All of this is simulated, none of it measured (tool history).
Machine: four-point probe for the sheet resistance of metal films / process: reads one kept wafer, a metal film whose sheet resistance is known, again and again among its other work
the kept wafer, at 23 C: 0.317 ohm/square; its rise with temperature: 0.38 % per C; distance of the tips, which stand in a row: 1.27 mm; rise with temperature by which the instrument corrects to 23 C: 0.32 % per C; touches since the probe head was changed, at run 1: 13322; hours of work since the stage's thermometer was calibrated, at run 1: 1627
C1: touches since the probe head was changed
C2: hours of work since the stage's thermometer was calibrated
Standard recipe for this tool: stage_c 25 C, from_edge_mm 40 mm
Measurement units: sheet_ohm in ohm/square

{"run": 1, "day": 0.0, "stage_c": 25, "from_edge_mm": 40, "C1": 13322, "C2": 1627, "sheet_ohm": 0.318305}
{"run": 2, "day": 0.962, "stage_c": 25, "from_edge_mm": 40, "C1": 14130, "C2": 1639, "sheet_ohm": 0.31823}
{"run": 3, "day": 2.238, "stage_c": 25, "from_edge_mm": 40, "C1": 15196, "C2": 1655, "sheet_ohm": 0.318249}
{"run": 4, "day": 2.942, "stage_c": 25, "from_edge_mm": 40, "C1": 15785, "C2": 1664, "sheet_ohm": 0.318275}
{"run": 5, "day": 3.633, "stage_c": 25, "from_edge_mm": 40, "C1": 16367, "C2": 1673, "sheet_ohm": 0.318168}
{"run": 6, "day": 4.708, "stage_c": 25, "from_edge_mm": 69, "C1": 17267, "C2": 1687, "sheet_ohm": 0.318166}
{"run": 7, "day": 5.229, "stage_c": 25, "from_edge_mm": 69, "C1": 17704, "C2": 1693, "sheet_ohm": 0.318065}
{"day": 5.317, "done": "stage's thermometer calibrated"}
{"run": 8, "day": 5.938, "stage_c": 20, "from_edge_mm": 69, "C1": 18278, "C2": 8, "sheet_ohm": 0.317305}
{"run": 9, "day": 6.533, "stage_c": 20, "from_edge_mm": 69, "C1": 18778, "C2": 15, "sheet_ohm": 0.31724}
{"run": 10, "day": 7.075, "stage_c": 20, "from_edge_mm": 69, "C1": 19232, "C2": 22, "sheet_ohm": 0.317148}
{"run": 11, "day": 7.867, "stage_c": 25, "from_edge_mm": 40, "C1": 19895, "C2": 32, "sheet_ohm": 0.31823}
{"run": 12, "day": 9.092, "stage_c": 25, "from_edge_mm": 40, "C1": 20920, "C2": 48, "sheet_ohm": 0.318233}
{"run": 13, "day": 10.35, "stage_c": 19, "from_edge_mm": 40, "C1": 21976, "C2": 64, "sheet_ohm": 0.317227}
{"run": 14, "day": 11.371, "stage_c": 19, "from_edge_mm": 40, "C1": 22830, "C2": 77, "sheet_ohm": 0.317169}
{"day": 12.512, "done": "stage's thermometer calibrated, once more"}
{"run": 15, "day": 12.558, "stage_c": 19, "from_edge_mm": 10, "C1": 23807, "C2": 1, "sheet_ohm": 0.31919}
{"run": 16, "day": 13.362, "stage_c": 29, "from_edge_mm": 4, "C1": 24481, "C2": 11, "sheet_ohm": 0.334641}
{"run": 17, "day": 14.579, "stage_c": 29, "from_edge_mm": 4, "C1": 25501, "C2": 26, "sheet_ohm": 0.334478}

What will run 18 give?
{"run": 18, "day": 15.733, "stage_c": 19, "from_edge_mm": 51, "C1": 26469, "C2": 41, "sheet_ohm": "?"}

sheet_ohm: 0.316637 ohm/square
Had the tool carried no hidden state, the very same run would have given sheet_ohm 0.316458 ohm/square.
